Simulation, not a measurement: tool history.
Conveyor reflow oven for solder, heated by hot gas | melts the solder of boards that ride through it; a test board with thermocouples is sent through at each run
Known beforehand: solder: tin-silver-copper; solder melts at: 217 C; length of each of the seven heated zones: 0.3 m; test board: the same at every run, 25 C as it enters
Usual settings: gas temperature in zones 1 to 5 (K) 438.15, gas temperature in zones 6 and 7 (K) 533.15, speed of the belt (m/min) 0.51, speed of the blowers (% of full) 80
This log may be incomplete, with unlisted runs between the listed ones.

run,hour,gas temperature in zones 1 to 5 (K),gas temperature in zones 6 and 7 (K),speed of the belt (m/min),speed of the blowers (% of full),highest temperature of the board (K),time above the solder's melting point (s)
1,0,438.15,533.15,0.51,80,520.25,47.8
2,11.1,438.15,533.15,0.51,80,520.15,47.7
3,28.9,438.15,533.15,0.411,80,525.45,66.2
4,37.8,438.15,533.15,0.411,80,524.95,65.8
5,48.1,438.15,533.15,0.411,80,525.25,65.7
6,60.5,438.15,533.15,0.411,80,525.25,65.9
7,79,438.15,533.15,0.411,80,525.55,65.9
8,93.9,438.15,533.15,0.411,80,525.75,65.9
9,108.8,438.15,533.15,0.593,80,515.55,36.3
10,127.8,438.15,533.15,0.593,80,516.05,36.1
11,143.8,438.15,533.15,0.593,80,515.65,36.2
12,158.8,438.15,533.15,0.593,80,515.55,36.5
13,171.7,438.15,533.15,0.51,80,520.15,47.3
14,181.5,440.15,533.15,0.51,80,520.35,48.5
15,199.9,446.15,533.15,0.51,80,521.15,51.2
16,210.8,428.15,526.15,0.424,52,513.15,46.4
17,219.8,428.15,526.15,0.424,52,512.95,46.2
18,239.8,428.15,526.15,0.424,52,512.55,46.7
19,255.2,428.15,526.15,0.424,52,512.85,46.4
20,272,444.15,540.15,0.539,58,521.85,45.7
21,281.3,444.15,540.15,0.539,58,521.55,45.9
22,294.6,443.15,537.15,0.489,80,525.35,55.5
23,307.2,446.15,533.15,0.51,72,520.25,49.5
24,325,446.15,526.15,0.513,72,514.05,44.1
25,335.5,425.15,526.15,0.58,72,506.65,25.7
26,355.8,425.15,526.15,0.58,72,505.95,25.6
27,374.9,438.15,527.15,0.51,80,515.05,43.2
28,394.2,430.15,527.15,0.475,64,513.15,42.3
29,409.8,438.15,539.15,0.51,53,520.05,45.6
30,429.1,448.15,533.15,0.43,67,523.65,64

What if the next run were any one of these 3? Each begins from the tool's condition after run 30:
A,442.3,432.15,540.15,0.506,67,?,?
B,442.3,444.15,533.15,0.444,68,?,?
C,442.3,438.15,541.15,0.51,80,?,?

run,highest temperature of the board (K),time above the solder's melting point (s)
A,523.85,48.3
B,522.95,59.9
C,527.55,52.3
With the hidden condition removed and each run's random variation left untouched, the same runs would have given:
run,highest temperature of the board (K),time above the solder's melting point (s)
A,523.95,48.3
B,522.95,59.9
C,527.65,52.3
